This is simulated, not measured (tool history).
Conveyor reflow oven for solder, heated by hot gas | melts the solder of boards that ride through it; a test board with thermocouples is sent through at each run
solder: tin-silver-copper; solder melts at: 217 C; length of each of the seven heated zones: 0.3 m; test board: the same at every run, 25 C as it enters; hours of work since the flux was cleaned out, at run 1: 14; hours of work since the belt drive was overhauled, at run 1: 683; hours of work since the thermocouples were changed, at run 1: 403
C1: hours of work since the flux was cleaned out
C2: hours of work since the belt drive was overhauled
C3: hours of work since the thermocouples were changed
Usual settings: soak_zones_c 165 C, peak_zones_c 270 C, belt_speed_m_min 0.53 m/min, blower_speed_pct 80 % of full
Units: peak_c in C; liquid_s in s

{"run": 1, "hour": 0.0, "soak_zones_c": 165, "peak_zones_c": 270, "belt_speed_m_min": 0.53, "blower_speed_pct": 80, "C1": 14, "C2": 683, "C3": 403, "peak_c": 258.35, "liquid_s": 54}
{"run": 2, "hour": 36.8, "soak_zones_c": 165, "peak_zones_c": 270, "belt_speed_m_min": 0.53, "blower_speed_pct": 80, "C1": 29, "C2": 698, "C3": 418, "peak_c": 258.3, "liquid_s": 54}
{"run": 3, "hour": 102.8, "soak_zones_c": 165, "peak_zones_c": 270, "belt_speed_m_min": 0.53, "blower_speed_pct": 80, "C1": 56, "C2": 725, "C3": 445, "peak_c": 258.07, "liquid_s": 54.1}
{"run": 4, "hour": 187.9, "soak_zones_c": 165, "peak_zones_c": 270, "belt_speed_m_min": 0.53, "blower_speed_pct": 80, "C1": 91, "C2": 760, "C3": 480, "peak_c": 257.91, "liquid_s": 53.8}
{"run": 5, "hour": 234.6, "soak_zones_c": 165, "peak_zones_c": 270, "belt_speed_m_min": 0.53, "blower_speed_pct": 80, "C1": 110, "C2": 779, "C3": 499, "peak_c": 257.93, "liquid_s": 53.9}
{"run": 6, "hour": 286.0, "soak_zones_c": 165, "peak_zones_c": 270, "belt_speed_m_min": 0.53, "blower_speed_pct": 80, "C1": 131, "C2": 800, "C3": 520, "peak_c": 257.6, "liquid_s": 53.9}
{"run": 7, "hour": 341.9, "soak_zones_c": 159, "peak_zones_c": 270, "belt_speed_m_min": 0.53, "blower_speed_pct": 80, "C1": 154, "C2": 823, "C3": 543, "peak_c": 256.98, "liquid_s": 51.7}
{"hour": 353.4, "done": "thermocouples of zones 6 and 7 changed"}
{"hour": 366.2, "done": "flux residue cleaned out of gas plates and filters"}
{"run": 8, "hour": 417.2, "soak_zones_c": 165, "peak_zones_c": 270, "belt_speed_m_min": 0.53, "blower_speed_pct": 80, "C1": 21, "C2": 851, "C3": 24, "peak_c": 257.47, "liquid_s": 53.6}
{"run": 9, "hour": 455.6, "soak_zones_c": 165, "peak_zones_c": 270, "belt_speed_m_min": 0.53, "blower_speed_pct": 80, "C1": 36, "C2": 866, "C3": 40, "peak_c": 257.38, "liquid_s": 53.6}
{"run": 10, "hour": 532.5, "soak_zones_c": 165, "peak_zones_c": 270, "belt_speed_m_min": 0.53, "blower_speed_pct": 80, "C1": 68, "C2": 898, "C3": 71, "peak_c": 257.28, "liquid_s": 53.4}
{"run": 11, "hour": 605.2, "soak_zones_c": 152, "peak_zones_c": 270, "belt_speed_m_min": 0.53, "blower_speed_pct": 80, "C1": 98, "C2": 928, "C3": 101, "peak_c": 255.51, "liquid_s": 49.2}
{"run": 12, "hour": 657.1, "soak_zones_c": 150, "peak_zones_c": 270, "belt_speed_m_min": 0.53, "blower_speed_pct": 80, "C1": 119, "C2": 949, "C3": 122, "peak_c": 255.24, "liquid_s": 48.5}
{"run": 13, "hour": 707.9, "soak_zones_c": 150, "peak_zones_c": 270, "belt_speed_m_min": 0.53, "blower_speed_pct": 80, "C1": 140, "C2": 970, "C3": 143, "peak_c": 254.98, "liquid_s": 48.4}
{"hour": 739.7, "done": "flux residue cleaned out of gas plates and filters, once more"}
{"run": 14, "hour": 774.5, "soak_zones_c": 150, "peak_zones_c": 270, "belt_speed_m_min": 0.463, "blower_speed_pct": 80, "C1": 14, "C2": 995, "C3": 168, "peak_c": 260.35, "liquid_s": 60.7}
{"run": 15, "hour": 820.3, "soak_zones_c": 150, "peak_zones_c": 270, "belt_speed_m_min": 0.463, "blower_speed_pct": 80, "C1": 33, "C2": 1013, "C3": 187, "peak_c": 260.39, "liquid_s": 60.7}
{"run": 16, "hour": 899.9, "soak_zones_c": 165, "peak_zones_c": 270, "belt_speed_m_min": 0.53, "blower_speed_pct": 80, "C1": 65, "C2": 1046, "C3": 219, "peak_c": 258.01, "liquid_s": 54.4}
{"run": 17, "hour": 973.9, "soak_zones_c": 165, "peak_zones_c": 270, "belt_speed_m_min": 0.53, "blower_speed_pct": 80, "C1": 96, "C2": 1076, "C3": 249, "peak_c": 257.87, "liquid_s": 54.4}
{"run": 18, "hour": 1056.7, "soak_zones_c": 165, "peak_zones_c": 270, "belt_speed_m_min": 0.53, "blower_speed_pct": 55, "C1": 130, "C2": 1110, "C3": 283, "peak_c": 253.92, "liquid_s": 50.9}
{"run": 19, "hour": 1108.5, "soak_zones_c": 165, "peak_zones_c": 270, "belt_speed_m_min": 0.53, "blower_speed_pct": 76, "C1": 151, "C2": 1131, "C3": 304, "peak_c": 257.35, "liquid_s": 53.8}
{"hour": 1136.1, "done": "flux residue cleaned out of gas plates and filters"}
{"run": 20, "hour": 1168.3, "soak_zones_c": 166, "peak_zones_c": 283, "belt_speed_m_min": 0.532, "blower_speed_pct": 64, "C1": 13, "C2": 1154, "C3": 327, "peak_c": 268.17, "liquid_s": 58.6}
{"run": 21, "hour": 1206.6, "soak_zones_c": 166, "peak_zones_c": 283, "belt_speed_m_min": 0.454, "blower_speed_pct": 66, "C1": 29, "C2": 1169, "C3": 342, "peak_c": 272.73, "liquid_s": 71.7}
{"run": 22, "hour": 1278.8, "soak_zones_c": 159, "peak_zones_c": 270, "belt_speed_m_min": 0.53, "blower_speed_pct": 80, "C1": 58, "C2": 1199, "C3": 372, "peak_c": 257.53, "liquid_s": 52.7}
{"run": 23, "hour": 1359.5, "soak_zones_c": 159, "peak_zones_c": 270, "belt_speed_m_min": 0.53, "blower_speed_pct": 80, "C1": 91, "C2": 1232, "C3": 405, "peak_c": 257.23, "liquid_s": 52.5}
{"run": 24, "hour": 1410.1, "soak_zones_c": 159, "peak_zones_c": 270, "belt_speed_m_min": 0.53, "blower_speed_pct": 80, "C1": 112, "C2": 1252, "C3": 426, "peak_c": 257.25, "liquid_s": 52.5}
{"run": 25, "hour": 1480.1, "soak_zones_c": 159, "peak_zones_c": 270, "belt_speed_m_min": 0.473, "blower_speed_pct": 51, "C1": 141, "C2": 1281, "C3": 454, "peak_c": 255.54, "liquid_s": 57.5}
{"hour": 1531.8, "done": "flux residue cleaned out of gas plates and filters"}
{"run": 26, "hour": 1574.4, "soak_zones_c": 159, "peak_zones_c": 270, "belt_speed_m_min": 0.473, "blower_speed_pct": 51, "C1": 17, "C2": 1317, "C3": 491, "peak_c": 256.15, "liquid_s": 57.9}
{"run": 27, "hour": 1660.7, "soak_zones_c": 159, "peak_zones_c": 270, "belt_speed_m_min": 0.473, "blower_speed_pct": 51, "C1": 53, "C2": 1353, "C3": 526, "peak_c": 255.88, "liquid_s": 58.1}
{"hour": 1714.1, "done": "thermocouples of zones 6 and 7 changed"}
{"run": 28, "hour": 1723.9, "soak_zones_c": 171, "peak_zones_c": 274, "belt_speed_m_min": 0.485, "blower_speed_pct": 80, "C1": 78, "C2": 1378, "C3": 4, "peak_c": 265, "liquid_s": 65.8}
{"hour": 1787.9, "done": "belt drive overhauled, speed set with a stopwatch"}
{"run": 29, "hour": 1795.1, "soak_zones_c": 176, "peak_zones_c": 270, "belt_speed_m_min": 0.425, "blower_speed_pct": 80, "C1": 105, "C2": 3, "C3": 31, "peak_c": 263.65, "liquid_s": 74.3}
{"run": 30, "hour": 1850.5, "soak_zones_c": 176, "peak_zones_c": 270, "belt_speed_m_min": 0.425, "blower_speed_pct": 80, "C1": 128, "C2": 26, "C3": 54, "peak_c": 263.54, "liquid_s": 74.2}
{"hour": 1932.2, "done": "flux residue cleaned out of gas plates and filters"}
{"run": 31, "hour": 1945.0, "soak_zones_c": 165, "peak_zones_c": 270, "belt_speed_m_min": 0.53, "blower_speed_pct": 66, "C1": 5, "C2": 62, "C3": 91, "peak_c": 255.97, "liquid_s": 51.6}

The same runs without the tool's hidden state, with the same run-to-run variation:
The hidden state here: heat that the gas passes to the board, % of a clean oven's; belt's true speed, % of the reading; true gas temperature in zones 6 and 7 over the reading, C; drift of the gauge itself on peak_c, C; drift of the gauge itself on liquid_s, %.
run=1 peak_c=258.7 liquid_s=53.2
run=2 peak_c=258.72 liquid_s=53.2
run=3 peak_c=258.63 liquid_s=53.4
run=4 peak_c=258.66 liquid_s=53.2
run=5 peak_c=258.77 liquid_s=53.3
run=6 peak_c=258.56 liquid_s=53.3
run=7 peak_c=258.07 liquid_s=51.3
run=8 peak_c=258.61 liquid_s=53.3
run=9 peak_c=258.59 liquid_s=53.4
run=10 peak_c=258.67 liquid_s=53.2
run=11 peak_c=257.19 liquid_s=49.4
run=12 peak_c=257.06 liquid_s=48.7
run=13 peak_c=256.92 liquid_s=48.7
run=14 peak_c=260.61 liquid_s=59.2
run=15 peak_c=260.74 liquid_s=59.3
run=16 peak_c=258.49 liquid_s=53.2
run=17 peak_c=258.51 liquid_s=53.3
run=18 peak_c=254.52 liquid_s=49.9
run=19 peak_c=258.24 liquid_s=52.8
run=20 peak_c=268.32 liquid_s=57
run=21 peak_c=273.15 liquid_s=69.8
run=22 peak_c=258.07 liquid_s=51.3
run=23 peak_c=257.96 liquid_s=51.3
run=24 peak_c=258.1 liquid_s=51.3
run=25 peak_c=256.31 liquid_s=56.2
run=26 peak_c=256.49 liquid_s=56.1
run=27 peak_c=256.37 liquid_s=56.4
run=28 peak_c=264.97 liquid_s=63.6
run=29 peak_c=264.37 liquid_s=74.6
run=30 peak_c=264.34 liquid_s=74.5
run=31 peak_c=256.57 liquid_s=51.8

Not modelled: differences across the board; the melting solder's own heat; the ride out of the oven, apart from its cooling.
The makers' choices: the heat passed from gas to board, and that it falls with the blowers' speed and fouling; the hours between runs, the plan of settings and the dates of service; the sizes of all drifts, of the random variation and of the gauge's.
